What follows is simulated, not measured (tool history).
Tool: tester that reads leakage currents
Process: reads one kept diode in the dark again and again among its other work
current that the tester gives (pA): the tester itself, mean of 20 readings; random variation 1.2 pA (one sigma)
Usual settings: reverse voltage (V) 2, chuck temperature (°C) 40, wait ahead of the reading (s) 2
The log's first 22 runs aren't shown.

run	hour	reverse voltage (V)	chuck temperature (°C)	wait ahead of the reading (s)	current that the tester gives (pA)
23	1033.1	2	40	2	409.64
24	1090.3	2	40	2	410.49
25	1128.3	2	40	2	411.54
26	1162.6	5.68	47	0.55	914.81
27	1202.7	5.48	47	0.62	904.32
28	1259.6	1.28	40	3.97	352.56
29	1315.6	19.77	36	4.51	676.93
30	1346.8	19.77	36	4.51	679.25
31	1376.5	19.77	36	4.51	679.08
32	1444.6	19.77	36	4.51	677.18
33	1496.8	1.42	20	1.27	90.64
34	1534.6	1.42	26	4.29	140.19
35	1579.3	3.99	55	8.74	1314.26
36	1649.5	1.55	34	2.32	251.65
37	1697.5	1.55	34	2.32	253.49
38	1737.9	4.01	60	7.67	1771.76
39	1779	4.01	60	7.67	1776.3
40	1835.4	1.59	40	2	381.46

4 ways to go on from here, each from the tool as it stands after run 40. What would each give?
A	1875.4	1.18	40	0.75	?
B	1875.4	2.85	56	1.76	?
C	1875.4	10.84	35	0.38	?
D	1875.4	16.64	25	1.4	?

run	current that the tester gives (pA)
A	345.72
B	1251.92
C	527.65
D	301.66
Without the tool's hidden state the same runs would have given:
run	current that the tester gives (pA)
A	346.19
B	1253.47
C	528.34
D	302.03
